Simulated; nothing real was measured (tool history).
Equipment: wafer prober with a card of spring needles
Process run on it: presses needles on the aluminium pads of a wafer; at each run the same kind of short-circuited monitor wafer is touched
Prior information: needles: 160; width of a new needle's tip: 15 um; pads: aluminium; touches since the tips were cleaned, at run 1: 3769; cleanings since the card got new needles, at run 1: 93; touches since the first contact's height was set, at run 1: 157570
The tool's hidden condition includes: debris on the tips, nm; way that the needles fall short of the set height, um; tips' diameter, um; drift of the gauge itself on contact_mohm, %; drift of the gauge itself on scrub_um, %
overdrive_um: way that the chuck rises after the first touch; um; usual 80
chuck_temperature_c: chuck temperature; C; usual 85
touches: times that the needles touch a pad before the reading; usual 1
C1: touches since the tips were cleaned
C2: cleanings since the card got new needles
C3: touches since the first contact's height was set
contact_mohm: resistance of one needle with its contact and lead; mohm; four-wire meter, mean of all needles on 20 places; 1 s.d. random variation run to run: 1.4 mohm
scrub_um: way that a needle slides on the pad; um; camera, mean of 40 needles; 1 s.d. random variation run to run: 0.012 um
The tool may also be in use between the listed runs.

run 1 hour=0.0 | overdrive_um=80 chuck_temperature_c=85 touches=1 | C1=3769 C2=93 C3=157570 | contact_mohm=251 scrub_um=18.64
-- hour=22.8 tips cleaned on abrasive film
-- hour=64.9 tips cleaned on abrasive film
run 2 hour=88.7 | overdrive_um=80 chuck_temperature_c=85 touches=1 | C1=5006 C2=95 C3=176205 | contact_mohm=274 scrub_um=18.61
-- hour=112.2 tips cleaned on abrasive film
-- hour=155.2 tips cleaned on abrasive film
run 3 hour=166.0 | overdrive_um=99 chuck_temperature_c=85 touches=1 | C1=2273 C2=97 C3=192448 | contact_mohm=188 scrub_um=23.06
-- hour=197.5 tips cleaned on abrasive film
run 4 hour=209.7 | overdrive_um=99 chuck_temperature_c=61 touches=1 | C1=2570 C2=98 C3=201615 | contact_mohm=186 scrub_um=23.05
-- hour=236.2 tips cleaned on abrasive film
-- hour=277.2 tips cleaned on abrasive film
run 5 hour=298.1 | overdrive_um=99 chuck_temperature_c=61 touches=1 | C1=4400 C2=100 C3=220189 | contact_mohm=211 scrub_um=23.03
-- hour=315.9 tips cleaned on abrasive film
-- hour=328.8 height of the first contact set anew
-- hour=357.5 tips cleaned on abrasive film
run 6 hour=394.0 | overdrive_um=80 chuck_temperature_c=85 touches=1 | C1=7681 C2=102 C3=13716 | contact_mohm=314 scrub_um=18.78
-- hour=401.7 tips cleaned on abrasive film
-- hour=443.4 tips cleaned on abrasive film
-- hour=484.7 tips cleaned on abrasive film
run 7 hour=496.9 | overdrive_um=80 chuck_temperature_c=85 touches=1 | C1=2561 C2=105 C3=35316 | contact_mohm=226 scrub_um=18.76
-- hour=526.0 tips cleaned on abrasive film
-- hour=565.1 tips cleaned on abrasive film
run 8 hour=583.2 | overdrive_um=80 chuck_temperature_c=85 touches=1 | C1=3806 C2=107 C3=53458 | contact_mohm=245 scrub_um=18.75
-- hour=605.9 tips cleaned on abrasive film
-- hour=645.9 tips cleaned on abrasive film
run 9 hour=672.8 | overdrive_um=80 chuck_temperature_c=29 touches=1 | C1=5665 C2=109 C3=72282 | contact_mohm=305 scrub_um=18.69
-- hour=688.0 tips cleaned on abrasive film
-- hour=734.9 tips cleaned on abrasive film
run 10 hour=761.0 | overdrive_um=68 chuck_temperature_c=85 touches=1 | C1=5501 C2=111 C3=90812 | contact_mohm=336 scrub_um=15.87
-- hour=780.6 tips cleaned on abrasive film
-- hour=821.4 tips cleaned on abrasive film
-- hour=862.2 tips cleaned on abrasive film
run 11 hour=864.6 | overdrive_um=68 chuck_temperature_c=85 touches=1 | C1=495 C2=114 C3=112552 | contact_mohm=177 scrub_um=15.83
-- hour=902.8 tips cleaned on abrasive film
-- hour=941.5 tips cleaned on abrasive film
run 12 hour=941.5 | overdrive_um=80 chuck_temperature_c=85 touches=1 | C1=0 C2=116 C3=128720 | contact_mohm=146 scrub_um=18.63
-- hour=987.4 tips cleaned on abrasive film
run 13 hour=1011.7 | overdrive_um=75 chuck_temperature_c=51 touches=1 | C1=5113 C2=117 C3=143475 | contact_mohm=307 scrub_um=17.44
-- hour=1030.2 tips cleaned on abrasive film
run 14 hour=1058.8 | overdrive_um=87 chuck_temperature_c=120 touches=3 | C1=6019 C2=118 C3=153364 | contact_mohm=175 scrub_um=20.26
-- hour=1073.1 tips cleaned on abrasive film
run 15 hour=1108.2 | overdrive_um=80 chuck_temperature_c=51 touches=2 | C1=7388 C2=119 C3=163756 | contact_mohm=245 scrub_um=18.62
-- hour=1115.3 tips cleaned on abrasive film
-- hour=1158.2 tips cleaned on abrasive film
run 16 hour=1190.0 | overdrive_um=80 chuck_temperature_c=51 touches=2 | C1=6700 C2=121 C3=180941 | contact_mohm=238 scrub_um=18.59
-- hour=1200.6 tips cleaned on abrasive film
-- hour=1241.5 tips cleaned on abrasive film
-- hour=1285.3 tips cleaned on abrasive film
run 17 hour=1285.5 | overdrive_um=73 chuck_temperature_c=106 touches=3 | C1=47 C2=124 C3=200979 | contact_mohm=143 scrub_um=16.91
-- hour=1327.6 tips cleaned on abrasive film
-- hour=1372.9 tips cleaned on abrasive film
run 18 hour=1383.8 | overdrive_um=71 chuck_temperature_c=106 touches=2 | C1=2294 C2=126 C3=221632 | contact_mohm=200 scrub_um=16.44
-- hour=1408.2 height of the first contact set anew
-- hour=1413.1 tips cleaned on abrasive film
run 19 hour=1447.9 | overdrive_um=71 chuck_temperature_c=106 touches=2 | C1=7345 C2=127 C3=8337 | contact_mohm=270 scrub_um=16.67
-- hour=1454.5 tips cleaned on abrasive film
-- hour=1495.8 tips cleaned on abrasive film
run 20 hour=1505.3 | overdrive_um=92 chuck_temperature_c=35 touches=2 | C1=2005 C2=129 C3=20381 | contact_mohm=156 scrub_um=21.58

Predict the results of run 21:
-- hour=1537.7 tips cleaned on abrasive film
run 21 hour=1565.1 | overdrive_um=92 chuck_temperature_c=35 touches=2 | C1=5764 C2=130 C3=32939 | contact_mohm=? scrub_um=?

contact_mohm: 199 mohm
scrub_um: 21.59 um
With the hidden condition absent and the run-to-run variation left alone, this run would have shown contact_mohm 113 mohm, scrub_um 21.63 um.
